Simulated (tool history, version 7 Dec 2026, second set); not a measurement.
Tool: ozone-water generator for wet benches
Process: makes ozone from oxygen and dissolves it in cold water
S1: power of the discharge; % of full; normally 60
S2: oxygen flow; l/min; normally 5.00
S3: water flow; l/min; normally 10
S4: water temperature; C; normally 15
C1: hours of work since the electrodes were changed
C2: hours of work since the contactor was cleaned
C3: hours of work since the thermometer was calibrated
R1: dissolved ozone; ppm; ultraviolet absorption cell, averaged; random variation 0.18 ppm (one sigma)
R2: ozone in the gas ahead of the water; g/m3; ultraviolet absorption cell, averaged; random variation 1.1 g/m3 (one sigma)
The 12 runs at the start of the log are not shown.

run,hour,S1,S2,S3,S4,C1,C2,C3,R1,R2
13,485.7,60,5.00,10,15,816,896,980,24.3,183.3
14,513.3,60,6.76,10,15,843,923,1007,21.9,153.4
15,559.2,55,5.00,10,15,889,968,1052,22.2,168.0
16,606.8,55,5.00,10,15,935,1014,1099,22.0,168.3
17,652.4,60,5.00,10,21,980,1059,1144,21.4,182.1
18,694.0,60,5.00,10,21,1021,1100,1185,20.8,179.9
19,728.4,60,5.00,10,21,1055,1134,1218,21.2,180.4
20,758.6,60,5.00,10,21,1084,1163,1248,20.8,179.6
21,786.5,60,3.82,10,8,1112,1191,1275,27.5,215.2
22,842.3,60,3.82,10,8,1166,1246,1330,27.5,212.6
23,900.7,51,7.89,8,14,1224,1303,1388,20.6,116.4
24,945.6,60,5.00,13,20,1268,1347,1432,17.7,178.4
25,972.1,60,5.00,13,20,1294,1373,1458,17.7,180.0
26,997.1,60,5.00,13,20,1318,1398,1482,17.7,178.5
27,1028.3,60,5.00,13,20,1349,1428,1513,17.9,178.7
28,1058.2,60,5.00,13,20,1378,1458,1542,17.7,178.5
29,1082.9,60,5.00,13,20,1403,1482,1566,17.7,175.7
30,1142.3,60,5.00,13,20,1461,1540,1625,17.7,178.8
31,1193.7,44,3.56,10,9,1511,1590,1675,20.7,169.8
32,1239.3,55,5.82,7,16,1556,1635,1720,24.5,149.6

5 options for the next run, each taken on its own from the tool as it stands now. Forecast them:
A,1291.4,55,6.14,7,16,1607,1686,1771,?,?
B,1291.4,61,5.82,7,16,1607,1686,1771,?,?
C,1291.4,60,5.00,10,15,1607,1686,1771,?,?
D,1291.4,99,3.44,10,15,1607,1686,1771,?,?
E,1291.4,42,3.04,10,18,1607,1686,1771,?,?

run,R1,R2
A,24.1,142.2
B,26.4,161.2
C,22.7,174.6
D,37.2,336.7
E,17.5,179.1
Had the tool no hidden state, the same runs would have come out as:
run,R1,R2
A,26.9,154.4
B,29.7,176.7
C,25.6,191.1
D,43.8,385.5
E,19.1,189.8
